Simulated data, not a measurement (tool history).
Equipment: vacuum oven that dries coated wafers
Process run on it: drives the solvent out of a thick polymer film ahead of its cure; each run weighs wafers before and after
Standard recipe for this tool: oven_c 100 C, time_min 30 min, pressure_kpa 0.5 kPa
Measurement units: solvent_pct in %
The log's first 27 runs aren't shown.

run	hour	oven_c	time_min	pressure_kpa	hours of work since the thermocouples were calibrated	hours of work since the vacuum gauge was cleaned of residue	solvent_pct
28	391.8	111	16	0.5	1025	28	0.881
29	404.4	87	30	0.324	1031	34	3.97
30	423.6	100	51	0.924	1040	43	0.347
31	432.6	100	29	0.924	1044	47	1.086
32	450.7	114	34	1.954	1053	56	0.343
33	459.6	100	48	1.362	1057	60	0.491
34	477.4	95	30	0.5	1065	68	1.785
35	489.2	89	52	0.615	1070	73	1.274
36	501.7	89	52	0.615	1076	79	1.272
37	513.2	89	52	0.615	1081	84	1.264
38	529.3	114	23	1.48	1089	92	0.351
39	539.8	108	16	0.5	1094	97	1.326
40	555.5	108	16	0.5	1101	104	1.324
41	568.4	107	16	0.5	1107	110	1.517
42	587.9	107	16	0.5	1116	119	1.515
43	597	87	30	0.525	1120	123	4.032
44	616.1	87	30	0.525	1129	132	4.037
45	635.3	106	18	0.339	1138	141	1.278
46	647.7	95	18	0.5	1144	147	4.126

Alternative continuations, all from the tool just after run 46; predict every row:
A	666	100	30	0.318	1152	155	?
B	666	115	18	0.447	1152	155	?
C	666	101	18	0.611	1152	155	?
D	666	103	30	0.5	1152	155	?
E	666	96	30	1.45	1152	155	?

run	solvent_pct
A	0.851
B	0.322
C	2.407
D	0.554
E	1.841
Take away the tool's hidden state, keep each run's random variation, and the runs would have read:
run	solvent_pct
A	0.985
B	0.375
C	2.669
D	0.641
E	2.054
